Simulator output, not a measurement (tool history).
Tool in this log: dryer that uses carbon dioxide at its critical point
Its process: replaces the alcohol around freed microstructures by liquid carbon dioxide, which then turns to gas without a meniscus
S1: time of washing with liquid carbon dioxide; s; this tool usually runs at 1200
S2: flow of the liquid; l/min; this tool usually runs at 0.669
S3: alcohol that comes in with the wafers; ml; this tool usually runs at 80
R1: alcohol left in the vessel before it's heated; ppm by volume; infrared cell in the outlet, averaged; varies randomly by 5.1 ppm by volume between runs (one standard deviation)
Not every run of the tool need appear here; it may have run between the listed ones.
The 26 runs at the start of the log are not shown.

| run | hour | S1 | S2 | S3 | R1 |
|---|---|---|---|---|---|
| 27 | 744.3 | 1200 | 0.943 | 59 | 33 |
|  | 748.3 | inlet filter changed |
| 28 | 764.1 | 1320 | 0.414 | 26 | 212 |
| 29 | 796.4 | 1140 | 0.669 | 80 | 133 |
| 30 | 823.2 | 1560 | 0.558 | 111 | 92 |
| 31 | 847.4 | 1320 | 0.537 | 38 | 113 |
| 32 | 864.4 | 1440 | 1.012 | 60 | 30 |
| 33 | 896 | 1440 | 1.012 | 60 | 41 |
| 34 | 923.6 | 1140 | 0.621 | 49 | 168 |
| 35 | 955 | 1140 | 0.621 | 49 | 185 |
| 36 | 971.7 | 1200 | 0.481 | 80 | 651 |
| 37 | 994.1 | 1200 | 0.442 | 92 | 1099 |
| 38 | 1032.4 | 1800 | 0.959 | 92 | 44 |
|  | 1052 | inlet filter changed |
| 39 | 1063.9 | 960 | 0.733 | 42 | 116 |
| 40 | 1088 | 960 | 0.733 | 42 | 124 |
| 41 | 1110.1 | 1200 | 0.665 | 80 | 116 |
| 42 | 1142.9 | 1200 | 0.665 | 80 | 125 |
| 43 | 1180.8 | 960 | 0.669 | 32 | 182 |
| 44 | 1215.2 | 960 | 0.669 | 32 | 186 |
| 45 | 1241.3 | 960 | 0.669 | 118 | 579 |
| 46 | 1261.4 | 960 | 0.669 | 118 | 586 |

Branching from run 46: 5 alternative next runs. What would each branch give?
| A | 1279.8 | 1200 | 0.494 | 80 | ? |
| B | 1279.8 | 1080 | 0.493 | 118 | ? |
| C | 1279.8 | 1740 | 0.669 | 38 | ? |
| D | 1279.8 | 1200 | 0.718 | 80 | ? |
| E | 1279.8 | 1200 | 0.554 | 80 | ? |

| run | R1 |
|---|---|
| A | 627 |
| B | 1321 |
| C | 63 |
| D | 125 |
| E | 385 |
Without the tool's hidden state the same runs would have given:
| run | R1 |
|---|---|
| A | 370 |
| B | 853 |
| C | 8 |
| D | 40 |
| E | 205 |
